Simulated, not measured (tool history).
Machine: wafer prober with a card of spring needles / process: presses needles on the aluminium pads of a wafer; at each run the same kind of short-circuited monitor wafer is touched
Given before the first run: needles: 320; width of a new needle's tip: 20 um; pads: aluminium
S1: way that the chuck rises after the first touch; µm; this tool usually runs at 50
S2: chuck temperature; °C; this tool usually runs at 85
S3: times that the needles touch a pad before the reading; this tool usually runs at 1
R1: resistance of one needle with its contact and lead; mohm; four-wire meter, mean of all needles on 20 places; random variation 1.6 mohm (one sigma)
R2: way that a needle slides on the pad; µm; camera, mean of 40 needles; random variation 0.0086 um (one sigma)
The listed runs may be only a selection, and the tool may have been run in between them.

{"run": 1, "day": 0.0, "S1": 50, "S2": 85, "S3": 1, "R1": 148, "R2": 13.41}
{"run": 2, "day": 0.758, "S1": 50, "S2": 85, "S3": 1, "R1": 148, "R2": 13.389}
{"day": 1.008, "done": "tips cleaned on abrasive film"}
{"run": 3, "day": 1.504, "S1": 50, "S2": 85, "S3": 1, "R1": 150, "R2": 13.382}
{"run": 4, "day": 1.892, "S1": 41, "S2": 85, "S3": 1, "R1": 154, "R2": 10.974}
{"day": 2.075, "done": "tips cleaned on abrasive film"}
{"day": 2.288, "done": "height of the first contact set anew"}
{"run": 5, "day": 2.467, "S1": 50, "S2": 85, "S3": 1, "R1": 151, "R2": 13.369}
{"day": 3.129, "done": "tips cleaned on abrasive film"}
{"run": 6, "day": 3.146, "S1": 50, "S2": 85, "S3": 1, "R1": 149, "R2": 13.363}
{"run": 7, "day": 3.6, "S1": 50, "S2": 85, "S3": 1, "R1": 151, "R2": 13.358}
{"day": 4.129, "done": "tips cleaned on abrasive film"}
{"run": 8, "day": 4.183, "S1": 50, "S2": 85, "S3": 1, "R1": 149, "R2": 13.337}
{"run": 9, "day": 5.033, "S1": 50, "S2": 85, "S3": 1, "R1": 148, "R2": 13.316}
{"day": 5.142, "done": "tips cleaned on abrasive film"}
{"run": 10, "day": 5.829, "S1": 50, "S2": 85, "S3": 1, "R1": 146, "R2": 13.324}
{"day": 6.15, "done": "tips cleaned on abrasive film"}
{"run": 11, "day": 6.679, "S1": 50, "S2": 85, "S3": 1, "R1": 150, "R2": 13.297}
{"day": 7.175, "done": "tips cleaned on abrasive film"}
{"run": 12, "day": 7.292, "S1": 50, "S2": 85, "S3": 1, "R1": 150, "R2": 13.286}
{"run": 13, "day": 8.088, "S1": 50, "S2": 85, "S3": 2, "R1": 150, "R2": 13.257}
{"day": 8.192, "done": "tips cleaned on abrasive film"}
{"run": 14, "day": 8.683, "S1": 50, "S2": 85, "S3": 1, "R1": 149, "R2": 13.261}
{"run": 15, "day": 9.079, "S1": 50, "S2": 85, "S3": 1, "R1": 149, "R2": 13.255}
{"day": 9.208, "done": "tips cleaned on abrasive film"}
{"run": 16, "day": 9.929, "S1": 44, "S2": 85, "S3": 1, "R1": 151, "R2": 11.664}
{"day": 10.217, "done": "tips cleaned on abrasive film"}
{"run": 17, "day": 10.65, "S1": 53, "S2": 79, "S3": 1, "R1": 145, "R2": 14.039}
{"day": 11.229, "done": "tips cleaned on abrasive film"}
{"run": 18, "day": 11.267, "S1": 53, "S2": 79, "S3": 1, "R1": 146, "R2": 14.018}
{"day": 11.612, "done": "height of the first contact set anew"}
{"run": 19, "day": 12.112, "S1": 38, "S2": 85, "S3": 1, "R1": 153, "R2": 10.054}
{"day": 12.275, "done": "tips cleaned on abrasive film"}
{"run": 20, "day": 12.512, "S1": 38, "S2": 85, "S3": 1, "R1": 154, "R2": 10.043}
{"day": 13.296, "done": "tips cleaned on abrasive film"}
{"run": 21, "day": 13.296, "S1": 38, "S2": 85, "S3": 1, "R1": 153, "R2": 10.027}
{"run": 22, "day": 13.954, "S1": 38, "S2": 85, "S3": 1, "R1": 157, "R2": 10.017}
{"day": 14.329, "done": "tips cleaned on abrasive film"}
{"run": 23, "day": 14.629, "S1": 30, "S2": 40, "S3": 1, "R1": 152, "R2": 7.911}
{"run": 24, "day": 15.054, "S1": 35, "S2": 94, "S3": 3, "R1": 162, "R2": 9.217}
{"day": 15.396, "done": "tips cleaned on abrasive film"}
{"run": 25, "day": 15.65, "S1": 35, "S2": 94, "S3": 3, "R1": 157, "R2": 9.209}
{"run": 26, "day": 16.154, "S1": 39, "S2": 85, "S3": 2, "R1": 155, "R2": 10.243}
{"day": 16.396, "done": "tips cleaned on abrasive film"}
{"run": 27, "day": 16.746, "S1": 62, "S2": 48, "S3": 1, "R1": 139, "R2": 16.292}
{"run": 28, "day": 17.371, "S1": 62, "S2": 48, "S3": 1, "R1": 139, "R2": 16.284}
{"day": 17.454, "done": "tips cleaned on abrasive film"}
{"run": 29, "day": 18.138, "S1": 57, "S2": 68, "S3": 1, "R1": 144, "R2": 14.951}
{"day": 18.471, "done": "tips cleaned on abrasive film"}
{"run": 30, "day": 18.567, "S1": 51, "S2": 85, "S3": 1, "R1": 151, "R2": 13.364}
{"run": 31, "day": 19.321, "S1": 65, "S2": 88, "S3": 1, "R1": 148, "R2": 17.032}
{"day": 19.533, "done": "tips cleaned on abrasive film"}
{"run": 32, "day": 19.933, "S1": 65, "S2": 88, "S3": 1, "R1": 147, "R2": 17.037}

Results per run with the tool's hidden condition removed, run-to-run variation unchanged:
What the log doesn't record here: debris on the tips, nm; way that the needles fall short of the set height, um; tips' diameter, um; drift of the gauge itself on contact_mohm, %; drift of the gauge itself on scrub_um, %.
run=1 R2=13.41
run=2 R2=13.402
run=3 R2=13.406
run=4 R2=11
run=5 R2=13.409
run=6 R2=13.413
run=7 R2=13.416
run=8 R2=13.404
run=9 R2=13.397
run=10 R2=13.418
run=11 R2=13.405
run=12 R2=13.404
run=13 R2=13.387
run=14 R2=13.401
run=15 R2=13.401
run=16 R2=11.805
run=17 R2=14.221
run=18 R2=14.211
run=19 R2=10.202
run=20 R2=10.196
run=21 R2=10.189
run=22 R2=10.187
run=23 R2=8.052
run=24 R2=9.386
run=25 R2=9.385
run=26 R2=10.445
run=27 R2=16.626
run=28 R2=16.631
run=29 R2=15.284
run=30 R2=13.668
run=31 R2=17.437
run=32 R2=17.454
R1: within 1 mohm of the measured result in every run.

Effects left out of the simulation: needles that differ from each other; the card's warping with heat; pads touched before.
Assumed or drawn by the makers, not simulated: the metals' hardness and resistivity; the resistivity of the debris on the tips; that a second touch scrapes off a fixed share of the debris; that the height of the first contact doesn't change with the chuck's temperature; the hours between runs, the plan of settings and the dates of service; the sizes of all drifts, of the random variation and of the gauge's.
